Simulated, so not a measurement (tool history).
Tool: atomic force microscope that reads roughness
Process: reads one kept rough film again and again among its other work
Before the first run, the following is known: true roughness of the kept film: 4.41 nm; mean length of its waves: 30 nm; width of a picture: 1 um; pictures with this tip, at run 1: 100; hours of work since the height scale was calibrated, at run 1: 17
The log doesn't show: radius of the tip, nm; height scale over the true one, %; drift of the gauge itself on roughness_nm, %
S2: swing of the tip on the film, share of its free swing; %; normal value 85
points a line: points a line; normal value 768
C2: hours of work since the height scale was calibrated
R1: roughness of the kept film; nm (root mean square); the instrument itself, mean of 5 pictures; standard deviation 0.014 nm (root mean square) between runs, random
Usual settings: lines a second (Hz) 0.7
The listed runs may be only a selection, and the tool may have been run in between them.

Run 1, hour 0: usual settings; pictures with this tip 100; C2 17. Result: R1 2.927 nm (root mean square).
Run 2, hour 17.5: usual settings; pictures with this tip 116; C2 26. Result: R1 2.839 nm (root mean square).
Run 3, hour 30.6: usual settings; pictures with this tip 128; C2 32. Result: R1 2.808 nm (root mean square).
Run 4, hour 47.9: usual settings; pictures with this tip 145; C2 40. Result: R1 2.732 nm (root mean square).
Run 5, hour 63.8: usual settings; pictures with this tip 160; C2 48. Result: R1 2.688 nm (root mean square).
Run 6, hour 75.5: usual settings but lines a second (Hz) 3.098; pictures with this tip 171; C2 54. Result: R1 2.179 nm (root mean square).
Run 7, hour 90: usual settings but lines a second (Hz) 3.098; pictures with this tip 184; C2 61. Result: R1 2.146 nm (root mean square).
Run 8, hour 101: usual settings; pictures with this tip 194; C2 66. Result: R1 2.562 nm (root mean square).
Run 9, hour 117.3: usual settings; pictures with this tip 210; C2 74. Result: R1 2.503 nm (root mean square).
Run 10, hour 130.8: usual settings; pictures with this tip 222; C2 80. Result: R1 2.466 nm (root mean square).

Expected results for the next run?
Run 11, hour 146.2: usual settings; pictures with this tip 237; C2 88. Result: R1 ?.

{"run 11": {"R1": 2.415}}
The same run, on a tool lacking any hidden state, would have yielded R1 3.455 nm (root mean square).
